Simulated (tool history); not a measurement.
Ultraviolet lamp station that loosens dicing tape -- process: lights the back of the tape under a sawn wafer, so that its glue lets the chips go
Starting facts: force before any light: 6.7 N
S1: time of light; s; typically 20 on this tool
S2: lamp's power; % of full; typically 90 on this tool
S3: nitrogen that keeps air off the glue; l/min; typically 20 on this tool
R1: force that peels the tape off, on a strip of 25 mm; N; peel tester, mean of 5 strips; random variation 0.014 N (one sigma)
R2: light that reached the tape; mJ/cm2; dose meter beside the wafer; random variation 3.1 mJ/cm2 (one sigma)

run     day  S1  S2  S3     R1   R2
  1   0.000  20  90  20  0.660  467
  2   2.088  20  61  20  1.303  321
      4.196  -- lamp changed
  3   5.317  20  61  20  1.273  319
  4   8.529  20  90  20  0.637  471
  5  11.179  20  99  20  0.538  515
  6  14.246  20  90  20  0.643  469
  7  16.817  20  90  10  0.851  473
  8  19.925  20  90  20  0.648  469
  9  21.867  20  90  34  0.538  469
 10  24.375  20  77  34  0.733  398
 11  27.858  20  77  34  0.772  406
 12  29.392  20  77  34  0.757  403
 13  31.779  20  90  20  0.648  468
     32.067  -- window cleaned of glue's vapour
 14  34.575  20  90  20  0.656  471
 15  36.958  20  70  10  1.327  364
 16  39.325  32  95  20  0.270  798
 17  41.233  14  99  19  1.072  361
 18  43.888  14  99   7  1.513  361
 19  47.100  20  65  10  1.399  340
 20  49.100  20  65  10  1.467  339
 21  52.467  20  65  10  1.467  338
 22  55.688  20  90  29  0.554  470
 23  57.633  33  90  13  0.314  769
 24  60.162  33  90  13  0.302  771
 25  63.571  19  85  20  0.811  423
 26  65.208  20  96  20  0.562  499
 27  68.154  20  96  20  0.574  506
 28  70.933  11  67  20  2.394  194

What if the next run were any one of these 4? Each begins from the tool's condition after run 28:
     73.821  -- window cleaned of glue's vapour
  A  74.121  19  79   6   ?   ?
     73.821  -- window cleaned of glue's vapour
  B  74.121  12  72   7   ?   ?
     73.821  -- window cleaned of glue's vapour
  C  74.121  10  67  17   ?   ?
     73.821  -- window cleaned of glue's vapour
  D  74.121  23  85  20   ?   ?

run     R1   R2
  A  1.465  393
  B  2.546  230
  C  2.606  173
  D  0.560  511
The same runs, with their run-to-run variation unchanged, on a tool lacking any hidden condition would have given:
run     R1   R2
  A  1.459  394
  B  2.539  230
  C  2.599  173
  D  0.557  512
